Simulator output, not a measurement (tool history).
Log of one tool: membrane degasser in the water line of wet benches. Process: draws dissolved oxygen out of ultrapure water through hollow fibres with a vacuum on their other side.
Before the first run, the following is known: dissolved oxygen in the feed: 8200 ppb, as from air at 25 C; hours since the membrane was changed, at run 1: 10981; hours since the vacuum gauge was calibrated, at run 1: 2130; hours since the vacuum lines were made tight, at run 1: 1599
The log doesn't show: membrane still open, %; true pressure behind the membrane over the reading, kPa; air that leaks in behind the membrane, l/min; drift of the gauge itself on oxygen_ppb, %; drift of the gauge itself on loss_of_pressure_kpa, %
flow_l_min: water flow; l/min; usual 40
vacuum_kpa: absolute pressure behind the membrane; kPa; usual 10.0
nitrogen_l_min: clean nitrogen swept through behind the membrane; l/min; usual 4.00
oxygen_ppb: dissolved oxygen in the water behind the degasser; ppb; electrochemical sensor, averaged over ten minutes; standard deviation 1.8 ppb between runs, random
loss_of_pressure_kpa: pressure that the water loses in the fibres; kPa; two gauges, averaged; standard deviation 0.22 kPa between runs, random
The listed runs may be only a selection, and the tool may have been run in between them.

run      day  flow_l_min  vacuum_kpa  nitrogen_l_min  hours since the membrane was changed  hours since the vacuum gauge was calibrated  hours since the vacuum lines were made tight  oxygen_ppb  loss_of_pressure_kpa
  1    0.000          40        10.0            4.00                                 10981                                         2130                                          1599       196.0                 55.61
  2    6.412          40         6.4            4.00                                 11135                                         2284                                          1753       116.1                 56.14
  3   18.983          40         6.4            4.00                                 11437                                         2585                                          2054       113.7                 55.62
  4   31.996          31         6.4            4.00                                 11749                                         2898                                          2366        72.3                 43.56
  5   43.983          31         6.4            4.00                                 12037                                         3185                                          2654        71.9                 43.34
  6   51.275          43        10.0            4.00                                 12212                                         3360                                          2829       223.3                 60.31
  7   57.196          40        10.0            9.26                                 12354                                         3503                                          2971       113.3                 56.16
  8   65.438          40        10.0            4.00                                 12552                                         3700                                          3169       202.2                 56.14
  9   75.833          40        23.9            4.00                                 12801                                         3950                                          3419       501.4                 55.85
 10   83.608          40        10.0            4.00                                 12988                                         4136                                          3605       201.0                 56.11
 11   93.708          44        10.0           10.62                                 13230                                         4379                                          3848       134.6                 62.33
     100.725  -- membrane cartridge changed
 12  104.171          40        10.0            8.60                                    83                                         4626                                          4095       105.8                 52.98
 13  113.825          35        13.7            5.13                                   314                                         4858                                          4326       183.8                 46.25
 14  126.238          35        13.7            5.13                                   612                                         5156                                          4624       186.3                 46.22
 15  136.008          34        13.7            2.48                                   847                                         5390                                          4859       335.0                 44.90
 16  149.254          58        10.0            4.00                                  1165                                         5708                                          5177       361.2                 76.97
 17  158.562          40        19.7            4.00                                  1388                                         5931                                          5400       407.2                 53.00
 18  166.800          54        11.4           10.72                                  1586                                         6129                                          5598       209.7                 71.52
     171.000  -- seals of the vacuum lines changed
 19  179.992          43        10.0           11.42                                  1900                                         6444                                           216       106.0                 57.31
 20  186.675          43        10.0           11.42                                  2061                                         6604                                           376       106.7                 57.12

Below are 3 alternative next runs, each starting from the tool's condition after run 20. Predict each:
  A  198.096          29        10.0           11.42                                  2335                                         6878                                           650           ?                     ?
  B  198.096          30        19.8            5.97                                  2335                                         6878                                           650           ?                     ?
  C  198.096          40        15.3            4.00                                  2335                                         6878                                           650           ?                     ?

run  oxygen_ppb  loss_of_pressure_kpa
  A        49.4                 38.51
  B       203.8                 39.83
  C       308.5                 53.00
With the hidden condition removed and each run's random variation left untouched, the same runs would have given:
run  oxygen_ppb  loss_of_pressure_kpa
  A        48.2                 38.07
  B       202.0                 39.38
  C       304.4                 52.40
